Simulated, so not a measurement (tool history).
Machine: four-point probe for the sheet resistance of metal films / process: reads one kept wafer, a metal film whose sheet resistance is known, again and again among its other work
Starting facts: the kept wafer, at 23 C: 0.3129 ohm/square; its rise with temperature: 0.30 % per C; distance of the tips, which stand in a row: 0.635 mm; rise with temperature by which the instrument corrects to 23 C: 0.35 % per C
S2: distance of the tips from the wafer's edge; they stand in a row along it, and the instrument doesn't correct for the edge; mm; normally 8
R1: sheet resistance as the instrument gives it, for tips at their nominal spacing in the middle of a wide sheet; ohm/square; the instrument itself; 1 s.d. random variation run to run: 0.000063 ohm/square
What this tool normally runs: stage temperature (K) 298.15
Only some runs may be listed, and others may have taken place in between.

{"run": 1, "day": 0.0, "stage temperature (K)": 298.15, "S2": 8, "R1": 0.314765}
{"run": 2, "day": 0.933, "stage temperature (K)": 298.15, "S2": 8, "R1": 0.314617}
{"run": 3, "day": 1.617, "stage temperature (K)": 298.15, "S2": 15, "R1": 0.313944}
{"run": 4, "day": 2.358, "stage temperature (K)": 298.15, "S2": 8, "R1": 0.314576}
{"run": 5, "day": 3.029, "stage temperature (K)": 298.15, "S2": 8, "R1": 0.314685}
{"run": 6, "day": 3.529, "stage temperature (K)": 298.15, "S2": 8, "R1": 0.31467}
{"run": 7, "day": 4.158, "stage temperature (K)": 298.15, "S2": 27, "R1": 0.313647}
{"run": 8, "day": 4.65, "stage temperature (K)": 298.15, "S2": 8, "R1": 0.314694}
{"run": 9, "day": 5.238, "stage temperature (K)": 298.15, "S2": 8, "R1": 0.314649}
{"run": 10, "day": 5.775, "stage temperature (K)": 293.15, "S2": 9, "R1": 0.31531}
{"run": 11, "day": 6.746, "stage temperature (K)": 307.15, "S2": 43, "R1": 0.312186}
{"run": 12, "day": 7.742, "stage temperature (K)": 298.15, "S2": 4, "R1": 0.317753}
{"run": 13, "day": 8.4, "stage temperature (K)": 303.15, "S2": 8, "R1": 0.313916}
{"run": 14, "day": 9.425, "stage temperature (K)": 301.15, "S2": 36, "R1": 0.313095}

What does the tool deliver on the next run?
{"run": 15, "day": 10.038, "stage temperature (K)": 301.15, "S2": 36, "R1": "?"}

{"run 15": {"R1": 0.313138}}
Take away the tool's hidden state, keep the run-to-run variation as it was, and the same run would have given R1 0.312171 ohm/square.
